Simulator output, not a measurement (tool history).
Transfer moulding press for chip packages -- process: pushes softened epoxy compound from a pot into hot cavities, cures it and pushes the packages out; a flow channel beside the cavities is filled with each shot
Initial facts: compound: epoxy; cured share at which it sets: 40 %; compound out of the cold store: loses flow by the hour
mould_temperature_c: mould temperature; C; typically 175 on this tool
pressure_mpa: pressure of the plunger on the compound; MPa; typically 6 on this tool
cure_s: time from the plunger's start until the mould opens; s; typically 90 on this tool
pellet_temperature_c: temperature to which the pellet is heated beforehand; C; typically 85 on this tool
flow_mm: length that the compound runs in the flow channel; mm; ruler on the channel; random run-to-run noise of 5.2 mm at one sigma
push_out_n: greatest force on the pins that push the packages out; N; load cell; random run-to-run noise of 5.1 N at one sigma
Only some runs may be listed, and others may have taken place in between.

| run | hour | mould_temperature_c | pressure_mpa | cure_s | pellet_temperature_c | incoming compound's hours out of the cold store | flow_mm | push_out_n |
|---|---|---|---|---|---|---|---|---|
| 1 | 0 | 175 | 6 | 90 | 85 | 29 | 538 | 250 |
|  | 12.1 | cavities cleaned with cleaning compound and waxed |
| 2 | 24.1 | 175 | 6 | 90 | 85 | 28.6 | 521 | 215 |
| 3 | 40.4 | 175 | 6 | 90 | 85 | 23.8 | 551 | 229 |
| 4 | 57.9 | 175 | 6 | 90 | 76 | 24.2 | 544 | 270 |
|  | 60.7 | cavities cleaned with cleaning compound and waxed |
| 5 | 75.2 | 175 | 6 | 90 | 76 | 21.7 | 557 | 222 |
| 6 | 87.2 | 175 | 6 | 90 | 76 | 31.9 | 517 | 237 |
| 7 | 105.8 | 175 | 6 | 90 | 76 | 44.7 | 483 | 245 |
|  | 110.5 | cavities cleaned with cleaning compound and waxed |
| 8 | 122.9 | 175 | 6.58 | 125 | 85 | 43.3 | 490 | 184 |
| 9 | 138.8 | 175 | 6.58 | 125 | 83 | 19.1 | 567 | 203 |
| 10 | 148.5 | 175 | 6.57 | 78 | 83 | 36.6 | 513 | 300 |
|  | 157.7 | plunger's sealing rings changed |
|  | 161.1 | cavities cleaned with cleaning compound and waxed |
| 11 | 168.6 | 175 | 6.57 | 78 | 83 | 46.1 | 550 | 252 |
|  | 183.2 | mould's thermocouples calibrated |
| 12 | 193.3 | 172 | 6 | 90 | 89 | 20.5 | 610 | 280 |
| 13 | 203.2 | 172 | 6 | 90 | 89 | 11.8 | 652 | 302 |

Selected run-to-run steps in flow_mm, each split into two signed amounts: the part the tool would show with no hidden state at all (from settings, incoming material and random variation), and the remainder, which goes to the hidden state together with any gauge scatter not common to the measured and the hidden-state-free results:
Hidden state present: true mould temperature over the reading, C; pressure that reaches the compound, % of what is set; grip of the stained cavities, % over clean ones'; drift of the gauge itself on flow_mm, %; drift of the gauge itself on push_out_n, %.
Run 8 -> 9: pellet_temperature_c 85 -> 83. flow_mm +77 mm: hidden state -14, all else +91.
Run 10 -> 11: plunger's sealing rings changed, cavities cleaned with cleaning compound and waxed. flow_mm +37 mm: hidden state +72, all else -35.

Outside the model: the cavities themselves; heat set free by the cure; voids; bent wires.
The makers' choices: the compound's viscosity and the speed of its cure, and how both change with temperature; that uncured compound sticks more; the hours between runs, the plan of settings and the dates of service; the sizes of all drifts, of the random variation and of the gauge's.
